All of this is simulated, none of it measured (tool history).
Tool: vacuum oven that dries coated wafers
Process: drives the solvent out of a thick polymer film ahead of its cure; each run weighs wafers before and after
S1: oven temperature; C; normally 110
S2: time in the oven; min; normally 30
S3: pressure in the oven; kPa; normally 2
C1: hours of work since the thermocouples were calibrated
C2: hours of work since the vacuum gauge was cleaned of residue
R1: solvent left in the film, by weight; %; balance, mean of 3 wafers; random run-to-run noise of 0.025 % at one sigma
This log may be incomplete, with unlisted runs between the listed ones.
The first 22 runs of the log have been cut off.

run	hour	S1	S2	S3	C1	C2	R1
23	709.4	110	48	1.47	20	664	1.52
24	746.3	116	37	3.44	36	680	2.02
25	773.8	116	37	3.44	48	692	1.99
26	822	116	37	2.5	69	713	1.69
27	848.7	117	18	1.11	81	724	3.27
28	883.6	105	22	2	96	740	5.27
29	910.7	112	22	2	108	751	3.73
# hour 937.8: oven's thermocouples calibrated, once more
30	948.1	112	22	2	4	767	4.21
31	971.2	124	46	7.76	15	777	2.54
32	1016.2	118	46	7.76	34	797	3.26
33	1060.4	105	51	4.7	54	816	4.13
34	1093.2	115	19	3.01	68	830	4.43
35	1127.9	112	43	5.7	83	845	3.5
36	1148.1	106	49	5.7	92	854	4.44
37	1175.3	110	38	2	104	866	2.69
38	1196.9	99	21	2	113	876	7.29
39	1226.5	119	34	1.28	126	889	1.28
40	1271.4	119	34	1.28	146	908	1.3
41	1308.3	110	23	2	162	924	4.39
42	1330.7	110	35	2	172	934	2.87

Consider 4 possible next runs. They are alternatives, not a sequence: every one starts from the tool as it was left by run 42. What does each give?
A	1364.5	110	30	2.01	186	949	?
B	1364.5	100	30	2.45	186	949	?
C	1364.5	117	29	2	186	949	?
D	1364.5	101	30	3.08	186	949	?

run	R1
A	3.38
B	5.96
C	2.23
D	5.93
Had the tool no hidden state, the same runs would have come out as:
run	R1
A	3.37
B	5.95
C	2.21
D	5.92

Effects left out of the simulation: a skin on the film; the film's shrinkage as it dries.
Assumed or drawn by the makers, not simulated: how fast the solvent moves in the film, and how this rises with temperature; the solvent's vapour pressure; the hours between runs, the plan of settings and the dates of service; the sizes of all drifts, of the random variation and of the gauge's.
